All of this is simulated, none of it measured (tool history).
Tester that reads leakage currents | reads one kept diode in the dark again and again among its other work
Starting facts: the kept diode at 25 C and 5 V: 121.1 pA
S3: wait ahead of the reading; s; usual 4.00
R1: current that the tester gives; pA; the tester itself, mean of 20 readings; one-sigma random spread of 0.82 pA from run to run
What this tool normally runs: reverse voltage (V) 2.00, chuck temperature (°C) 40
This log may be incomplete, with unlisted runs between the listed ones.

{"run": 1, "day": 0.0, "reverse voltage (V)": 2.0, "chuck temperature (°C)": 40, "S3": 4.0, "R1": 283.16}
{"run": 2, "day": 8.933, "reverse voltage (V)": 2.0, "chuck temperature (°C)": 40, "S3": 4.0, "R1": 283.05}
{"run": 3, "day": 18.638, "reverse voltage (V)": 2.0, "chuck temperature (°C)": 40, "S3": 4.0, "R1": 286.2}
{"run": 4, "day": 28.742, "reverse voltage (V)": 2.0, "chuck temperature (°C)": 40, "S3": 4.0, "R1": 289.71}
{"run": 5, "day": 39.092, "reverse voltage (V)": 2.0, "chuck temperature (°C)": 40, "S3": 4.0, "R1": 291.88}
{"run": 6, "day": 49.6, "reverse voltage (V)": 2.0, "chuck temperature (°C)": 40, "S3": 4.0, "R1": 295.94}
{"run": 7, "day": 57.596, "reverse voltage (V)": 2.0, "chuck temperature (°C)": 40, "S3": 4.0, "R1": 298.21}
{"day": 63.721, "done": "tester calibrated"}
{"run": 8, "day": 66.746, "reverse voltage (V)": 3.2, "chuck temperature (°C)": 40, "S3": 4.0, "R1": 362.63}
{"run": 9, "day": 71.483, "reverse voltage (V)": 3.2, "chuck temperature (°C)": 40, "S3": 4.0, "R1": 364.47}
{"run": 10, "day": 76.062, "reverse voltage (V)": 3.2, "chuck temperature (°C)": 40, "S3": 4.0, "R1": 364.35}
{"run": 11, "day": 81.792, "reverse voltage (V)": 3.2, "chuck temperature (°C)": 21, "S3": 4.0, "R1": 80.76}
{"run": 12, "day": 86.321, "reverse voltage (V)": 2.0, "chuck temperature (°C)": 41, "S3": 4.0, "R1": 325.08}
{"run": 13, "day": 93.417, "reverse voltage (V)": 2.0, "chuck temperature (°C)": 40, "S3": 0.59, "R1": 304.6}
{"run": 14, "day": 100.292, "reverse voltage (V)": 2.0, "chuck temperature (°C)": 40, "S3": 0.88, "R1": 306.55}
{"run": 15, "day": 108.258, "reverse voltage (V)": 2.0, "chuck temperature (°C)": 40, "S3": 0.88, "R1": 308.66}
{"run": 16, "day": 115.817, "reverse voltage (V)": 2.0, "chuck temperature (°C)": 40, "S3": 0.88, "R1": 309.38}
{"run": 17, "day": 126.4, "reverse voltage (V)": 2.0, "chuck temperature (°C)": 40, "S3": 0.88, "R1": 313.55}
{"run": 18, "day": 133.75, "reverse voltage (V)": 5.26, "chuck temperature (°C)": 40, "S3": 4.0, "R1": 476.19}
{"run": 19, "day": 143.012, "reverse voltage (V)": 5.26, "chuck temperature (°C)": 40, "S3": 4.0, "R1": 476.99}
{"run": 20, "day": 148.783, "reverse voltage (V)": 10.01, "chuck temperature (°C)": 37, "S3": 6.07, "R1": 508.21}
{"day": 156.233, "done": "chuck's temperature calibrated"}
{"run": 21, "day": 159.521, "reverse voltage (V)": 2.81, "chuck temperature (°C)": 36, "S3": 1.05, "R1": 237.79}
{"run": 22, "day": 165.7, "reverse voltage (V)": 7.27, "chuck temperature (°C)": 48, "S3": 1.05, "R1": 866.15}
{"run": 23, "day": 174.954, "reverse voltage (V)": 7.27, "chuck temperature (°C)": 48, "S3": 1.05, "R1": 875.76}
{"day": 176.454, "done": "probe card cleaned and baked"}
{"run": 24, "day": 179.962, "reverse voltage (V)": 16.48, "chuck temperature (°C)": 32, "S3": 4.0, "R1": 365.49}
{"run": 25, "day": 187.254, "reverse voltage (V)": 2.0, "chuck temperature (°C)": 40, "S3": 2.59, "R1": 284.13}
{"run": 26, "day": 192.854, "reverse voltage (V)": 2.0, "chuck temperature (°C)": 40, "S3": 2.59, "R1": 284.12}
{"run": 27, "day": 200.654, "reverse voltage (V)": 2.0, "chuck temperature (°C)": 26, "S3": 3.67, "R1": 95.17}
{"run": 28, "day": 208.696, "reverse voltage (V)": 2.0, "chuck temperature (°C)": 26, "S3": 3.67, "R1": 95.75}
{"run": 29, "day": 218.25, "reverse voltage (V)": 19.22, "chuck temperature (°C)": 26, "S3": 4.81, "R1": 252.08}
{"run": 30, "day": 223.529, "reverse voltage (V)": 19.22, "chuck temperature (°C)": 26, "S3": 1.43, "R1": 255.19}
{"run": 31, "day": 233.588, "reverse voltage (V)": 19.22, "chuck temperature (°C)": 26, "S3": 1.43, "R1": 258.65}
{"run": 32, "day": 242.704, "reverse voltage (V)": 1.02, "chuck temperature (°C)": 26, "S3": 0.59, "R1": 74.61}
{"run": 33, "day": 250.425, "reverse voltage (V)": 1.02, "chuck temperature (°C)": 60, "S3": 1.9, "R1": 941.25}
{"run": 34, "day": 256.862, "reverse voltage (V)": 1.01, "chuck temperature (°C)": 35, "S3": 0.62, "R1": 155.59}
{"run": 35, "day": 262.621, "reverse voltage (V)": 1.01, "chuck temperature (°C)": 23, "S3": 3.02, "R1": 58.93}
{"run": 36, "day": 269.879, "reverse voltage (V)": 6.57, "chuck temperature (°C)": 40, "S3": 0.49, "R1": 506.28}
{"run": 37, "day": 277.771, "reverse voltage (V)": 3.58, "chuck temperature (°C)": 40, "S3": 4.0, "R1": 391.08}
{"run": 38, "day": 283.988, "reverse voltage (V)": 4.06, "chuck temperature (°C)": 40, "S3": 0.4, "R1": 419.98}

Hidden state or all else? Some run-to-run changes of R1, split into what the settings, what came in and random variation would give without the hidden state, and what is left for the hidden state (with any gauge scatter that isn't in both results):
Hidden state at play: stray current of the dirty probe card, pA a volt; current scale over the true one, %; true chuck temperature over the reading, C; drift of the gauge itself on leakage_pa, %.
Run 20 -> 21: reverse voltage (V) 10.01 -> 2.81, chuck temperature (°C) 37 -> 36, S3 6.07 -> 1.05, chuck's temperature calibrated. R1 -270.42 pA: hidden state -73.67, all else -196.75.
Run 21 -> 22: reverse voltage (V) 2.81 -> 7.27, chuck temperature (°C) 36 -> 48. R1 +628.36 pA: hidden state +15.05, all else +613.31.
Run 32 -> 33: chuck temperature (°C) 26 -> 60, S3 0.59 -> 1.90. R1 +866.64 pA: hidden state +70.58, all else +796.06.
Run 33 -> 34: reverse voltage (V) 1.02 -> 1.01, chuck temperature (°C) 60 -> 35, S3 1.90 -> 0.62. R1 -785.66 pA: hidden state -61.94, all else -723.72.
